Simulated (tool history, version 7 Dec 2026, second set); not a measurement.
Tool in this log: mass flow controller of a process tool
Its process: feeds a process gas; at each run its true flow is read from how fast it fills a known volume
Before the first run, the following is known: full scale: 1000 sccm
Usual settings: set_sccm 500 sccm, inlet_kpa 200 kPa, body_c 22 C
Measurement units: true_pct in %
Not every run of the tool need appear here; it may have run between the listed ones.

Run 1, day 0.000: usual settings. Result: true_pct 99.74 %.
Run 2, day 2.675: usual settings but set_sccm 572 sccm. Result: true_pct 99.67 %.
Run 3, day 4.025: usual settings but set_sccm 572 sccm. Result: true_pct 99.58 %.
Run 4, day 5.512: usual settings but set_sccm 572 sccm. Result: true_pct 99.57 %.
Run 5, day 7.479: usual settings. Result: true_pct 99.37 %.
Run 6, day 9.929: usual settings. Result: true_pct 99.24 %.
Run 7, day 11.279: usual settings. Result: true_pct 99.10 %.
Run 8, day 13.608: usual settings. Result: true_pct 99.08 %.
Run 9, day 15.004: usual settings but inlet_kpa 151 kPa. Result: true_pct 98.68 %.
Run 10, day 18.017: usual settings but inlet_kpa 151 kPa. Result: true_pct 98.53 %.
Run 11, day 20.604: usual settings. Result: true_pct 98.62 %.
Run 12, day 22.692: usual settings. Result: true_pct 98.54 %.
Run 13, day 24.908: usual settings. Result: true_pct 98.46 %.
Run 14, day 27.762: usual settings. Result: true_pct 98.43 %.
Run 15, day 29.892: usual settings. Result: true_pct 98.31 %.
Run 16, day 31.946: usual settings. Result: true_pct 98.19 %.
Run 17, day 34.167: usual settings. Result: true_pct 98.04 %.
Run 18, day 36.812: usual settings but inlet_kpa 224 kPa. Result: true_pct 97.98 %.
Run 19, day 39.129: usual settings but inlet_kpa 224 kPa. Result: true_pct 97.89 %.
Run 20, day 41.142: usual settings but inlet_kpa 224 kPa. Result: true_pct 97.75 %.
Run 21, day 42.842: usual settings but inlet_kpa 224 kPa. Result: true_pct 97.72 %.
Run 22, day 45.246: usual settings. Result: true_pct 97.47 %.
Run 23, day 46.854: usual settings. Result: true_pct 97.63 %.
Run 24, day 48.704: usual settings. Result: true_pct 97.42 %.
At day 49.642: gauge calibrated.
Run 25, day 51.162: usual settings. Result: true_pct 99.54 %.
Run 26, day 53.388: usual settings but set_sccm 270 sccm, inlet_kpa 250 kPa, body_c 24 C. Result: true_pct 99.36 %.
Run 27, day 55.488: usual settings but set_sccm 270 sccm, inlet_kpa 242 kPa, body_c 24 C. Result: true_pct 99.33 %.
Run 28, day 57.892: usual settings but set_sccm 567 sccm, inlet_kpa 203 kPa, body_c 32 C. Result: true_pct 98.78 %.
Run 29, day 60.150: usual settings but set_sccm 567 sccm, inlet_kpa 203 kPa, body_c 32 C. Result: true_pct 98.71 %.
Run 30, day 63.312: usual settings but set_sccm 124 sccm, body_c 35 C. Result: true_pct 98.02 %.
Run 31, day 66.183: usual settings but set_sccm 388 sccm, inlet_kpa 143 kPa. Result: true_pct 98.54 %.
Run 32, day 69.033: usual settings but set_sccm 388 sccm, inlet_kpa 143 kPa. Result: true_pct 98.37 %.
Run 33, day 72.321: usual settings but set_sccm 388 sccm, inlet_kpa 143 kPa. Result: true_pct 98.35 %.
Run 34, day 74.729: usual settings but set_sccm 388 sccm, inlet_kpa 143 kPa. Result: true_pct 98.22 %.
Run 35, day 76.933: usual settings but set_sccm 388 sccm, inlet_kpa 143 kPa. Result: true_pct 98.09 %.
Run 36, day 79.138: usual settings but set_sccm 109 sccm, inlet_kpa 213 kPa, body_c 28 C. Result: true_pct 97.75 %.
Run 37, day 81.996: usual settings but set_sccm 109 sccm, inlet_kpa 213 kPa, body_c 28 C. Result: true_pct 97.58 %.
Run 38, day 83.538: usual settings but set_sccm 109 sccm, inlet_kpa 213 kPa, body_c 28 C. Result: true_pct 97.60 %.
Run 39, day 86.604: usual settings but set_sccm 109 sccm, inlet_kpa 213 kPa, body_c 28 C. Result: true_pct 97.39 %.
Run 40, day 88.588: usual settings but set_sccm 290 sccm. Result: true_pct 97.65 %.
Run 41, day 91.612: usual settings but set_sccm 628 sccm, body_c 26 C. Result: true_pct 97.62 %.
At day 93.742: gauge calibrated.
Run 42, day 94.146: usual settings but inlet_kpa 221 kPa. Result: true_pct 99.82 %.
Run 43, day 95.996: usual settings but inlet_kpa 221 kPa. Result: true_pct 99.58 %.
Run 44, day 98.500: usual settings but set_sccm 184 sccm, inlet_kpa 267 kPa, body_c 21 C. Result: true_pct 99.35 %.
Run 45, day 100.450: usual settings but set_sccm 259 sccm, inlet_kpa 209 kPa, body_c 21 C. Result: true_pct 99.21 %.
Run 46, day 102.267: usual settings but set_sccm 259 sccm, inlet_kpa 209 kPa, body_c 21 C. Result: true_pct 99.18 %.
Run 47, day 103.729: usual settings but set_sccm 253 sccm, inlet_kpa 254 kPa. Result: true_pct 99.11 %.

Each row is a separate what-if for the run after 47, all from the same tool condition, not one after another. Results?
Run A, day 105.838: usual settings but inlet_kpa 178 kPa, body_c 34 C. Result: true_pct ?.
Run B, day 105.838: usual settings but set_sccm 881 sccm, inlet_kpa 254 kPa, body_c 24 C. Result: true_pct ?.
Run C, day 105.838: usual settings but set_sccm 253 sccm, inlet_kpa 254 kPa, body_c 28 C. Result: true_pct ?.

run  true_pct
  A     98.37
  B     99.61
  C     98.81
With the hidden condition removed and each run's random variation left untouched, the same runs would have given:
run  true_pct
  A     98.94
  B    100.19
  C     99.38

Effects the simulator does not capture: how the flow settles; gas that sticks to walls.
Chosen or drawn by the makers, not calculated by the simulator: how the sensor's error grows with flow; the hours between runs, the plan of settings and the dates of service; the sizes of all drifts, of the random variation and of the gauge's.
